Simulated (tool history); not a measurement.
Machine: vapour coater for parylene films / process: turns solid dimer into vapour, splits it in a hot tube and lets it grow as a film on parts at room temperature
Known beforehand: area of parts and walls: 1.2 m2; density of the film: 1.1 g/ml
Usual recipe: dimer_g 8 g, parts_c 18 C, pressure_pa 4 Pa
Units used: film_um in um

Run 1, day 0: usual settings. Result: film_um 4.86 um.
Run 2, day 1.917: usual settings. Result: film_um 4.93 um.
Run 3, day 3.121: usual settings. Result: film_um 4.82 um.
Run 4, day 4.85: usual settings but pressure_pa 2.93 Pa. Result: film_um 4.91 um.
Run 5, day 7.3: usual settings but parts_c 20 C. Result: film_um 4.28 um.
Run 6, day 10: usual settings but parts_c 20 C. Result: film_um 4.23 um.
At day 10.617: trap's valve overhauled.
Run 7, day 12.488: usual settings but parts_c 15 C. Result: film_um 5.78 um.
Run 8, day 14.888: usual settings. Result: film_um 4.96 um.
Run 9, day 17.321: usual settings. Result: film_um 4.94 um.
Run 10, day 19.571: usual settings. Result: film_um 4.76 um.
Run 11, day 22.092: usual settings but parts_c 23 C. Result: film_um 3.71 um.
Run 12, day 23.575: usual settings but parts_c 23 C. Result: film_um 3.69 um.
At day 24.883: trap's valve overhauled.
Run 13, day 25.075: usual settings but dimer_g 4 g, parts_c 16 C, pressure_pa 11.13 Pa. Result: film_um 2.59 um.
Run 14, day 27.746: usual settings but dimer_g 4 g, parts_c 16 C, pressure_pa 11.13 Pa. Result: film_um 2.56 um.
At day 29.267: table's thermometer calibrated.
Run 15, day 29.338: usual settings but dimer_g 7 g, parts_c 15 C, pressure_pa 2.74 Pa. Result: film_um 4.91 um.
Run 16, day 31.896: usual settings but dimer_g 7 g, parts_c 15 C, pressure_pa 2.74 Pa. Result: film_um 4.89 um.
Run 17, day 34.271: usual settings but dimer_g 10 g, parts_c 11 C, pressure_pa 2.38 Pa. Result: film_um 7.11 um.
Run 18, day 36.867: usual settings but dimer_g 11 g. Result: film_um 6.29 um.
Run 19, day 38.188: usual settings but dimer_g 11 g. Result: film_um 6.3 um.
At day 39.267: trap's valve overhauled.
Run 20, day 40.571: usual settings but dimer_g 3 g. Result: film_um 1.84 um.
Run 21, day 42.9: usual settings but pressure_pa 2.15 Pa. Result: film_um 4.99 um.

3 options for the next run, each taken on its own from the tool as it stands now. Forecast them:
Run A, day 44.896: usual settings but parts_c 26 C, pressure_pa 2.83 Pa. Result: film_um ?.
Run B, day 44.896: usual settings but pressure_pa 2.21 Pa. Result: film_um ?.
Run C, day 44.896: usual settings but pressure_pa 2.52 Pa. Result: film_um ?.

run  film_um
  A     3.28
  B     5.03
  C     4.86
Without the tool's unlogged condition, the same runs would have read:
run  film_um
  A     3.37
  B     5.16
  C     4.99
